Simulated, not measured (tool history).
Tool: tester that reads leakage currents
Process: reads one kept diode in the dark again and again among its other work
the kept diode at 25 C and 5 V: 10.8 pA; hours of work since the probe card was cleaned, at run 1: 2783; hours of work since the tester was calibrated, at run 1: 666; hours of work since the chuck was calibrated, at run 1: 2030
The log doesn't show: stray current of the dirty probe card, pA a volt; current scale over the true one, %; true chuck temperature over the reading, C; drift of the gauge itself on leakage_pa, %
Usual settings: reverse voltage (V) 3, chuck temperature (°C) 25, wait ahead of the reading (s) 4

| run | hour | reverse voltage (V) | chuck temperature (°C) | wait ahead of the reading (s) | hours of work since the probe card was cleaned | hours of work since the tester was calibrated | hours of work since the chuck was calibrated | current that the tester gives (pA) |
|---|---|---|---|---|---|---|---|---|
| 1 | 0 | 3 | 25 | 4 | 2783 | 666 | 2030 | 15.67 |
| 2 | 147.4 | 3 | 25 | 4 | 2859 | 743 | 2107 | 15.78 |
|  | 228.1 | chuck's temperature calibrated |
| 3 | 293.5 | 3 | 25 | 5.35 | 2934 | 818 | 34 | 14.58 |
| 4 | 446.2 | 3 | 21 | 4 | 3014 | 897 | 113 | 12.48 |
| 5 | 519.5 | 3 | 25 | 6.38 | 3052 | 935 | 151 | 14.87 |
| 6 | 628.6 | 3 | 25 | 6.38 | 3109 | 992 | 208 | 15.06 |
| 7 | 772.8 | 3 | 25 | 2.47 | 3183 | 1067 | 283 | 15.53 |
| 8 | 922.2 | 3 | 25 | 2.47 | 3261 | 1144 | 361 | 15.8 |
| 9 | 1068.3 | 3 | 25 | 2.47 | 3337 | 1220 | 437 | 15.99 |
| 10 | 1211.3 | 3 | 25 | 2.47 | 3411 | 1295 | 511 | 16.03 |
| 11 | 1331.8 | 3 | 25 | 4 | 3474 | 1357 | 574 | 15.99 |
|  | 1460.9 | probe card cleaned and baked |
| 12 | 1466.4 | 3 | 25 | 4 | 3 | 1426 | 642 | 18.13 |
| 13 | 1592.8 | 3 | 25 | 0.49 | 69 | 1491 | 708 | 20.35 |
| 14 | 1698.7 | 3 | 25 | 4 | 124 | 1547 | 763 | 18.2 |
| 15 | 1785.7 | 3 | 25 | 4 | 169 | 1592 | 808 | 18.53 |
|  | 1811.5 | probe card cleaned and baked, once more |
| 16 | 1915 | 3 | 25 | 4 | 54 | 1657 | 874 | 9.29 |
| 17 | 2035.3 | 3 | 46 | 4 | 116 | 1720 | 936 | 41.13 |
| 18 | 2163.7 | 3 | 20 | 4 | 183 | 1787 | 1003 | 6.77 |
| 19 | 2308 | 3 | 50 | 4 | 258 | 1862 | 1078 | 54.45 |
| 20 | 2432.3 | 3 | 25 | 4 | 323 | 1926 | 1143 | 10 |
| 21 | 2586.9 | 3 | 25 | 4 | 403 | 2007 | 1223 | 10.24 |
| 22 | 2698.3 | 3 | 25 | 4 | 461 | 2065 | 1281 | 10.3 |
| 23 | 2791.1 | 3 | 25 | 4 | 509 | 2113 | 1329 | 10.41 |
| 24 | 2924.5 | 3 | 25 | 5.53 | 579 | 2182 | 1399 | 10.49 |
| 25 | 3050.5 | 3 | 21 | 5.53 | 644 | 2248 | 1464 | 8.24 |
| 26 | 3122.9 | 4 | 25 | 4 | 682 | 2285 | 1502 | 12.86 |
| 27 | 3214.4 | 1.31 | 25 | 1.17 | 729 | 2333 | 1549 | 7.13 |
| 28 | 3338.8 | 1.31 | 25 | 1.17 | 794 | 2398 | 1614 | 7.18 |
| 29 | 3420.4 | 6.73 | 25 | 0.7 | 836 | 2440 | 1656 | 21.43 |
| 30 | 3543 | 10.24 | 26 | 4.57 | 900 | 2504 | 1720 | 25.7 |
| 31 | 3661.4 | 14.59 | 25 | 4 | 962 | 2565 | 1782 | 31.4 |
| 32 | 3789.7 | 19.6 | 31 | 4 | 1028 | 2632 | 1848 | 53.61 |
| 33 | 3859.8 | 19.6 | 31 | 4 | 1065 | 2668 | 1885 | 54.03 |
| 34 | 3990.9 | 18.55 | 55 | 2.53 | 1133 | 2737 | 1953 | 211.28 |
| 35 | 4109.9 | 4.44 | 45 | 4 | 1195 | 2799 | 2015 | 53.03 |
| 36 | 4175.1 | 3 | 25 | 0.49 | 1229 | 2832 | 2049 | 14.29 |
| 37 | 4323.9 | 3 | 32 | 9.27 | 1306 | 2910 | 2126 | 18.98 |
|  | 4358.8 | chuck's temperature calibrated |
| 38 | 4394.9 | 1.05 | 51 | 4 | 1342 | 2946 | 19 | 32.91 |
| 39 | 4535.7 | 1.05 | 51 | 4 | 1415 | 3019 | 92 | 33.19 |

3 ways to go on from here, each from the tool as it stands after run 39. What would each give?
| A | 4634.2 | 3 | 48 | 1.29 | 1466 | 3070 | 143 | ? |
| B | 4634.2 | 1.05 | 37 | 4 | 1466 | 3070 | 143 | ? |
| C | 4634.2 | 3.46 | 25 | 4 | 1466 | 3070 | 143 | ? |

| run | current that the tester gives (pA) |
|---|---|
| A | 48.36 |
| B | 13.47 |
| C | 12.83 |
Without the tool's hidden state the same runs would have given:
| run | current that the tester gives (pA) |
|---|---|
| A | 44.7 |
| B | 12.24 |
| C | 9.36 |
